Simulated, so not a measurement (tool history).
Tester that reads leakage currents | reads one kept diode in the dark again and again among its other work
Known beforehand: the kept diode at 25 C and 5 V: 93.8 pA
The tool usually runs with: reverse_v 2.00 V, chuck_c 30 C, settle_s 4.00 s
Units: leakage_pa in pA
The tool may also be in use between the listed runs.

run 1 hour=0.0 | reverse_v=2.00 chuck_c=30 settle_s=4.00 | leakage_pa=81.96
run 2 hour=81.7 | reverse_v=2.00 chuck_c=36 settle_s=4.00 | leakage_pa=132.99
run 3 hour=158.5 | reverse_v=13.21 chuck_c=30 settle_s=4.00 | leakage_pa=222.74
run 4 hour=273.6 | reverse_v=2.00 chuck_c=30 settle_s=0.52 | leakage_pa=80.61
run 5 hour=339.3 | reverse_v=2.00 chuck_c=30 settle_s=0.52 | leakage_pa=80.82
run 6 hour=438.4 | reverse_v=2.00 chuck_c=30 settle_s=0.52 | leakage_pa=80.89
run 7 hour=577.8 | reverse_v=2.00 chuck_c=30 settle_s=1.05 | leakage_pa=80.26
run 8 hour=640.1 | reverse_v=9.53 chuck_c=30 settle_s=4.00 | leakage_pa=185.42
run 9 hour=781.5 | reverse_v=2.00 chuck_c=30 settle_s=1.92 | leakage_pa=80.04
run 10 hour=849.8 | reverse_v=2.00 chuck_c=30 settle_s=4.00 | leakage_pa=79.72
-- hour=892.4 probe card cleaned and baked
-- hour=894.4 chuck's temperature calibrated
run 11 hour=971.8 | reverse_v=2.00 chuck_c=30 settle_s=2.13 | leakage_pa=68.76
run 12 hour=1078.6 | reverse_v=2.00 chuck_c=30 settle_s=2.13 | leakage_pa=68.08
run 13 hour=1159.4 | reverse_v=2.00 chuck_c=30 settle_s=2.13 | leakage_pa=68.62
run 14 hour=1268.8 | reverse_v=1.27 chuck_c=40 settle_s=2.90 | leakage_pa=123.02
-- hour=1389.5 chuck's temperature calibrated, once more
run 15 hour=1389.5 | reverse_v=2.00 chuck_c=30 settle_s=3.07 | leakage_pa=91.67
run 16 hour=1504.1 | reverse_v=2.03 chuck_c=30 settle_s=3.44 | leakage_pa=92.56
run 17 hour=1596.5 | reverse_v=2.03 chuck_c=25 settle_s=5.36 | leakage_pa=60.08
run 18 hour=1703.5 | reverse_v=2.00 chuck_c=30 settle_s=0.68 | leakage_pa=91.01
run 19 hour=1779.1 | reverse_v=3.02 chuck_c=36 settle_s=6.27 | leakage_pa=181.59
run 20 hour=1910.8 | reverse_v=8.87 chuck_c=30 settle_s=4.00 | leakage_pa=195.02
run 21 hour=1992.4 | reverse_v=1.95 chuck_c=23 settle_s=2.78 | leakage_pa=49.01
run 22 hour=2101.2 | reverse_v=6.23 chuck_c=40 settle_s=0.50 | leakage_pa=358.87
run 23 hour=2173.6 | reverse_v=4.85 chuck_c=22 settle_s=6.75 | leakage_pa=72.17
run 24 hour=2292.4 | reverse_v=9.58 chuck_c=48 settle_s=1.41 | leakage_pa=815.53
run 25 hour=2359.8 | reverse_v=9.58 chuck_c=48 settle_s=1.41 | leakage_pa=815.90

What if the next run were any one of these 3? Each begins from the tool's condition after run 25:
run A hour=2455.6 | reverse_v=13.00 chuck_c=48 settle_s=0.45 | leakage_pa=?
run B hour=2455.6 | reverse_v=1.26 chuck_c=48 settle_s=1.41 | leakage_pa=?
run C hour=2455.6 | reverse_v=2.00 chuck_c=30 settle_s=0.87 | leakage_pa=?

run=A leakage_pa=952.34
run=B leakage_pa=286.14
run=C leakage_pa=88.37
With the hidden condition removed and each run's random variation left untouched, the same runs would have given:
run=A leakage_pa=965.07
run=B leakage_pa=291.52
run=C leakage_pa=89.52

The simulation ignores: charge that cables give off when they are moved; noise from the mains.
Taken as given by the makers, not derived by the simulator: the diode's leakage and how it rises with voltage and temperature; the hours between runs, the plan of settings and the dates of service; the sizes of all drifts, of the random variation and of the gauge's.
